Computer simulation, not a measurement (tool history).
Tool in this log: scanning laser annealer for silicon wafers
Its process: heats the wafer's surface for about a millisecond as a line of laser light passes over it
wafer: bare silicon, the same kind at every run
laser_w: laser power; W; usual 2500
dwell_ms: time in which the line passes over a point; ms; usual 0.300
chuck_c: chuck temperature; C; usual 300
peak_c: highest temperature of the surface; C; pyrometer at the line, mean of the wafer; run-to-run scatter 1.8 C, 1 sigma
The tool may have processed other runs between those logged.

Run 1, hour 0.0: usual settings. Result: peak_c 1045 C.
Run 2, hour 10.6: usual settings. Result: peak_c 1041 C.
Run 3, hour 19.0: usual settings but dwell_ms 0.303 ms. Result: peak_c 1045 C.
Run 4, hour 29.0: usual settings but dwell_ms 0.303 ms. Result: peak_c 1045 C.
Run 5, hour 36.2: usual settings but dwell_ms 0.357 ms. Result: peak_c 1105 C.
Run 6, hour 42.9: usual settings but dwell_ms 0.357 ms. Result: peak_c 1102 C.
Run 7, hour 55.9: usual settings but dwell_ms 0.357 ms. Result: peak_c 1101 C.
Run 8, hour 68.3: usual settings. Result: peak_c 1040 C.
Run 9, hour 74.4: usual settings. Result: peak_c 1042 C.
Run 10, hour 87.6: usual settings. Result: peak_c 1043 C.
Run 11, hour 98.7: usual settings. Result: peak_c 1043 C.
Run 12, hour 112.8: usual settings but dwell_ms 0.227 ms. Result: peak_c 957 C.
Run 13, hour 126.2: usual settings. Result: peak_c 1041 C.
Run 14, hour 132.6: usual settings. Result: peak_c 1039 C.
Run 15, hour 145.4: usual settings. Result: peak_c 1041 C.
Run 16, hour 156.1: usual settings but laser_w 2245 W, chuck_c 279 C. Result: peak_c 950 C.
Run 17, hour 164.3: usual settings but laser_w 2470 W, chuck_c 316 C. Result: peak_c 1049 C.
Run 18, hour 170.9: usual settings but laser_w 2387 W, dwell_ms 0.333 ms. Result: peak_c 1044 C.
Run 19, hour 184.2: usual settings but laser_w 2543 W, dwell_ms 0.243 ms, chuck_c 323 C. Result: peak_c 1009 C.
Run 20, hour 196.9: usual settings but laser_w 2543 W, dwell_ms 0.243 ms, chuck_c 323 C. Result: peak_c 1008 C.
Run 21, hour 203.2: usual settings but laser_w 2543 W, dwell_ms 0.243 ms, chuck_c 323 C. Result: peak_c 1007 C.
Run 22, hour 210.5: usual settings but laser_w 2709 W, dwell_ms 0.313 ms, chuck_c 323 C. Result: peak_c 1135 C.
Run 23, hour 221.8: usual settings but laser_w 2193 W, dwell_ms 0.313 ms, chuck_c 323 C. Result: peak_c 996 C.
Run 24, hour 230.0: usual settings but dwell_ms 0.304 ms. Result: peak_c 1048 C.
Run 25, hour 240.0: usual settings but dwell_ms 0.304 ms. Result: peak_c 1046 C.
Run 26, hour 252.4: usual settings but dwell_ms 0.304 ms. Result: peak_c 1042 C.
Run 27, hour 262.0: usual settings but laser_w 2135 W, dwell_ms 0.214 ms, chuck_c 303 C. Result: peak_c 859 C.
Run 28, hour 270.0: usual settings but laser_w 2309 W, dwell_ms 0.337 ms, chuck_c 274 C. Result: peak_c 1003 C.
Run 29, hour 283.2: usual settings but laser_w 2309 W, dwell_ms 0.337 ms, chuck_c 274 C. Result: peak_c 1004 C.

The log once held 1 entry between its listed runs, left out of this copy. Where does each go, and what is different about the tool's unlogged condition between the listed run before it and the listed run after it?
Between runs 11 and 12: window over the wafer cleaned (hour 110.6)
  light that passes the window, % of a clean one's: 99.88 -> 100

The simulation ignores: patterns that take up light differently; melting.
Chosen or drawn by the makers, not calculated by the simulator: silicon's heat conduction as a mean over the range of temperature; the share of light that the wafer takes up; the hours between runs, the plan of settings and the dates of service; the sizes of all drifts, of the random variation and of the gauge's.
